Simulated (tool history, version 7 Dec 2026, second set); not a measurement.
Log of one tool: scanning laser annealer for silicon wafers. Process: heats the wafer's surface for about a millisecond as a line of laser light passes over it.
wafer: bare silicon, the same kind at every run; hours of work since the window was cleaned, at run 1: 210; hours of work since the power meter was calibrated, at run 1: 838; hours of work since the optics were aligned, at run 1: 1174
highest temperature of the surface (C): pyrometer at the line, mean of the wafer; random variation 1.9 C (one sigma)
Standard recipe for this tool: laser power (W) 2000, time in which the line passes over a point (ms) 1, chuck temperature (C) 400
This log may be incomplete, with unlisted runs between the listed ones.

run,hour,laser power (W),time in which the line passes over a point (ms),chuck temperature (C),hours of work since the window was cleaned,hours of work since the power meter was calibrated,hours of work since the optics were aligned,highest temperature of the surface (C)
1,0,2000,1,400,210,838,1174,1103
2,52.6,2000,1,397,244,872,1208,1101
3,89.9,2000,1,397,268,896,1232,1096
4,118.7,1964,1,397,286,915,1251,1080
5,156,1740,1,400,310,939,1275,1001
# hour 164.6: window over the wafer cleaned
6,211.3,2000,1,391,30,973,1309,1111
7,264.4,2000,1,363,65,1008,1344,1081
8,295.3,2115,1,363,85,1028,1364,1119
9,351,2115,1,402,121,1064,1400,1155
# hour 372.9: optics aligned, line set to its width
10,405.1,1920,1,420,152,1095,21,1108
11,451.2,1860,0.85,420,182,1125,51,1041
12,480.4,1860,0.85,420,201,1144,70,1034
13,511.3,2000,0.89,438,221,1164,89,1110
14,534.5,2148,0.89,381,236,1179,104,1103

Below are 3 alternative next runs, each starting from the tool's condition after run 14. Predict each:
A,566.4,1884,0.89,381,257,1200,125,?
B,566.4,2148,1.1,381,257,1200,125,?
C,566.4,1920,1.04,389,257,1200,125,?

run,highest temperature of the surface (C)
A,1012
B,1171
C,1080
Without the tool's hidden state the same runs would have given:
run,highest temperature of the surface (C)
A,1037
B,1203
C,1108

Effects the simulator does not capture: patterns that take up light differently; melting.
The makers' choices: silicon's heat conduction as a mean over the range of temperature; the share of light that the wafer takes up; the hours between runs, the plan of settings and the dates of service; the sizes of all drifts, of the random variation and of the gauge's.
